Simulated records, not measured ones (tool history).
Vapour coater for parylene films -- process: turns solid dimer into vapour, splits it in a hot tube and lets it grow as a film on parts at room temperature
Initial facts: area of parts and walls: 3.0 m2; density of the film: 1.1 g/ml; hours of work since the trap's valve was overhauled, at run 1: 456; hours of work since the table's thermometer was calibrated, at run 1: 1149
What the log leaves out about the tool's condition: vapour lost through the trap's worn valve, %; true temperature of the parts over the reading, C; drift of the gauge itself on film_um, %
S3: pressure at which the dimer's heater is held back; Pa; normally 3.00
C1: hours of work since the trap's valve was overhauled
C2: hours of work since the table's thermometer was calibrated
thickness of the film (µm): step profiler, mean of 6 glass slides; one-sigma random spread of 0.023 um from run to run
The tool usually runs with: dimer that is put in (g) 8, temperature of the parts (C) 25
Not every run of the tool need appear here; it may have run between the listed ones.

{"run": 1, "hour": 0.0, "dimer that is put in (g)": 8, "temperature of the parts (C)": 25, "S3": 3.0, "C1": 456, "C2": 1149, "thickness of the film (µm)": 1.36}
{"run": 2, "hour": 40.2, "dimer that is put in (g)": 8, "temperature of the parts (C)": 25, "S3": 3.0, "C1": 491, "C2": 1185, "thickness of the film (µm)": 1.38}
{"hour": 47.8, "done": "trap's valve overhauled"}
{"run": 3, "hour": 92.0, "dimer that is put in (g)": 5, "temperature of the parts (C)": 25, "S3": 3.0, "C1": 39, "C2": 1227, "thickness of the film (µm)": 0.93}
{"run": 4, "hour": 124.0, "dimer that is put in (g)": 8, "temperature of the parts (C)": 25, "S3": 3.0, "C1": 68, "C2": 1256, "thickness of the film (µm)": 1.43}
{"run": 5, "hour": 161.8, "dimer that is put in (g)": 8, "temperature of the parts (C)": 25, "S3": 3.0, "C1": 101, "C2": 1289, "thickness of the film (µm)": 1.48}
{"run": 6, "hour": 214.1, "dimer that is put in (g)": 8, "temperature of the parts (C)": 25, "S3": 3.0, "C1": 148, "C2": 1336, "thickness of the film (µm)": 1.46}
{"run": 7, "hour": 267.4, "dimer that is put in (g)": 8, "temperature of the parts (C)": 25, "S3": 3.0, "C1": 195, "C2": 1383, "thickness of the film (µm)": 1.38}
{"run": 8, "hour": 314.2, "dimer that is put in (g)": 8, "temperature of the parts (C)": 25, "S3": 3.0, "C1": 237, "C2": 1425, "thickness of the film (µm)": 1.36}
{"run": 9, "hour": 343.5, "dimer that is put in (g)": 8, "temperature of the parts (C)": 25, "S3": 3.0, "C1": 263, "C2": 1451, "thickness of the film (µm)": 1.37}
{"run": 10, "hour": 379.3, "dimer that is put in (g)": 8, "temperature of the parts (C)": 25, "S3": 2.39, "C1": 295, "C2": 1483, "thickness of the film (µm)": 1.48}
{"run": 11, "hour": 400.9, "dimer that is put in (g)": 11, "temperature of the parts (C)": 25, "S3": 3.0, "C1": 314, "C2": 1502, "thickness of the film (µm)": 1.84}
{"run": 12, "hour": 426.6, "dimer that is put in (g)": 11, "temperature of the parts (C)": 25, "S3": 3.0, "C1": 337, "C2": 1525, "thickness of the film (µm)": 1.81}
{"run": 13, "hour": 466.5, "dimer that is put in (g)": 11, "temperature of the parts (C)": 25, "S3": 3.0, "C1": 373, "C2": 1560, "thickness of the film (µm)": 1.86}
{"run": 14, "hour": 506.7, "dimer that is put in (g)": 11, "temperature of the parts (C)": 25, "S3": 3.0, "C1": 408, "C2": 1596, "thickness of the film (µm)": 1.83}
{"run": 15, "hour": 554.7, "dimer that is put in (g)": 11, "temperature of the parts (C)": 25, "S3": 3.0, "C1": 451, "C2": 1639, "thickness of the film (µm)": 1.74}
{"run": 16, "hour": 577.4, "dimer that is put in (g)": 10, "temperature of the parts (C)": 27, "S3": 7.68, "C1": 471, "C2": 1659, "thickness of the film (µm)": 1.22}
{"hour": 607.6, "done": "trap's valve overhauled"}
{"run": 17, "hour": 633.4, "dimer that is put in (g)": 10, "temperature of the parts (C)": 27, "S3": 7.68, "C1": 23, "C2": 1705, "thickness of the film (µm)": 1.34}
{"run": 18, "hour": 670.5, "dimer that is put in (g)": 10, "temperature of the parts (C)": 27, "S3": 7.68, "C1": 56, "C2": 1738, "thickness of the film (µm)": 1.36}
{"run": 19, "hour": 710.7, "dimer that is put in (g)": 9, "temperature of the parts (C)": 26, "S3": 2.62, "C1": 92, "C2": 1774, "thickness of the film (µm)": 1.56}
{"run": 20, "hour": 741.9, "dimer that is put in (g)": 9, "temperature of the parts (C)": 23, "S3": 6.69, "C1": 120, "C2": 1802, "thickness of the film (µm)": 1.51}
{"run": 21, "hour": 794.1, "dimer that is put in (g)": 3, "temperature of the parts (C)": 25, "S3": 3.0, "C1": 166, "C2": 1848, "thickness of the film (µm)": 0.55}
{"run": 22, "hour": 818.4, "dimer that is put in (g)": 3, "temperature of the parts (C)": 25, "S3": 3.0, "C1": 188, "C2": 1870, "thickness of the film (µm)": 0.52}
{"run": 23, "hour": 852.6, "dimer that is put in (g)": 3, "temperature of the parts (C)": 20, "S3": 3.0, "C1": 218, "C2": 1900, "thickness of the film (µm)": 0.68}
{"run": 24, "hour": 877.0, "dimer that is put in (g)": 8, "temperature of the parts (C)": 25, "S3": 9.08, "C1": 240, "C2": 1922, "thickness of the film (µm)": 1.13}
{"run": 25, "hour": 929.5, "dimer that is put in (g)": 8, "temperature of the parts (C)": 34, "S3": 11.03, "C1": 286, "C2": 1969, "thickness of the film (µm)": 0.64}
{"run": 26, "hour": 980.2, "dimer that is put in (g)": 8, "temperature of the parts (C)": 34, "S3": 11.03, "C1": 332, "C2": 2014, "thickness of the film (µm)": 0.66}
{"run": 27, "hour": 1031.4, "dimer that is put in (g)": 8, "temperature of the parts (C)": 31, "S3": 5.03, "C1": 377, "C2": 2060, "thickness of the film (µm)": 0.88}

Below, each run's measurement less what the same run would have read without the hidden state. Both values contain the same run-to-run variation, but the gauge's scatter may not be the same in both:
run=1 thickness_of_the_film_(µm)=-0.20
run=2 thickness_of_the_film_(µm)=-0.22
run=3 thickness_of_the_film_(µm)=-0.04
run=4 thickness_of_the_film_(µm)=-0.08
run=5 thickness_of_the_film_(µm)=-0.10
run=6 thickness_of_the_film_(µm)=-0.12
run=7 thickness_of_the_film_(µm)=-0.13
run=8 thickness_of_the_film_(µm)=-0.14
run=9 thickness_of_the_film_(µm)=-0.15
run=10 thickness_of_the_film_(µm)=-0.18
run=11 thickness_of_the_film_(µm)=-0.23
run=12 thickness_of_the_film_(µm)=-0.25
run=13 thickness_of_the_film_(µm)=-0.27
run=14 thickness_of_the_film_(µm)=-0.28
run=15 thickness_of_the_film_(µm)=-0.30
run=16 thickness_of_the_film_(µm)=-0.22
run=17 thickness_of_the_film_(µm)=-0.09
run=18 thickness_of_the_film_(µm)=-0.09
run=19 thickness_of_the_film_(µm)=-0.13
run=20 thickness_of_the_film_(µm)=-0.13
run=21 thickness_of_the_film_(µm)=-0.05
run=22 thickness_of_the_film_(µm)=-0.05
run=23 thickness_of_the_film_(µm)=-0.08
run=24 thickness_of_the_film_(µm)=-0.14
run=25 thickness_of_the_film_(µm)=-0.09
run=26 thickness_of_the_film_(µm)=-0.10
run=27 thickness_of_the_film_(µm)=-0.14
